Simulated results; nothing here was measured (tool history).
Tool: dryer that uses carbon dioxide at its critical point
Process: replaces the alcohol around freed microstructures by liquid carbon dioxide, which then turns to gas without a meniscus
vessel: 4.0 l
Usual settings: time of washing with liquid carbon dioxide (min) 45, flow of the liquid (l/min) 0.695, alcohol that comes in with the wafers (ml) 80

| run | hour | time of washing with liquid carbon dioxide (min) | flow of the liquid (l/min) | alcohol that comes in with the wafers (ml) | alcohol left in the vessel before it's heated (ppm by volume) |
|---|---|---|---|---|---|
| 1 | 0 | 45 | 0.695 | 80 | 38 |
| 2 | 37.4 | 45 | 0.576 | 80 | 103 |
| 3 | 99 | 45 | 0.576 | 80 | 114 |
| 4 | 143.2 | 45 | 0.576 | 80 | 117 |
| 5 | 179.1 | 54 | 0.576 | 80 | 74 |
| 6 | 241.4 | 54 | 0.576 | 80 | 92 |
| 7 | 272.1 | 54 | 0.576 | 80 | 92 |
| 8 | 315.9 | 54 | 0.576 | 80 | 94 |
| 9 | 363.5 | 45 | 0.695 | 80 | 104 |
| 10 | 426.5 | 41 | 0.695 | 80 | 138 |
|  | 444 | inlet filter changed |
| 11 | 483 | 41 | 0.695 | 80 | 101 |
| 12 | 510.3 | 45 | 1.02 | 80 | 75 |
| 13 | 575.9 | 45 | 1.02 | 80 | 79 |
| 14 | 637.8 | 45 | 0.695 | 25 | 98 |
| 15 | 696.6 | 71 | 0.695 | 80 | 105 |
| 16 | 754 | 71 | 0.695 | 80 | 102 |
| 17 | 814.9 | 71 | 0.695 | 80 | 112 |
| 18 | 877.8 | 71 | 0.695 | 80 | 124 |
| 19 | 910.1 | 71 | 0.695 | 80 | 128 |
| 20 | 945.2 | 71 | 0.695 | 80 | 136 |
| 21 | 978.3 | 45 | 1.031 | 80 | 141 |
| 22 | 1022 | 45 | 1.031 | 80 | 130 |
|  | 1082 | inlet filter changed |
| 23 | 1085.2 | 63 | 0.758 | 83 | 149 |
| 24 | 1150.2 | 38 | 0.695 | 80 | 202 |
| 25 | 1205.9 | 43 | 0.548 | 80 | 261 |
| 26 | 1270.9 | 66 | 1.14 | 80 | 159 |
| 27 | 1332.5 | 64 | 0.87 | 47 | 168 |
| 28 | 1397.3 | 45 | 1.082 | 80 | 179 |

The next listed run, before its measurement:
| 29 | 1425.2 | 45 | 0.689 | 71 | ? |

{"run 29": {"alcohol left in the vessel before it's heated (ppm by volume)": 199}}
Without the tool's hidden state the same run would have given alcohol left in the vessel before it's heated (ppm by volume) 21.
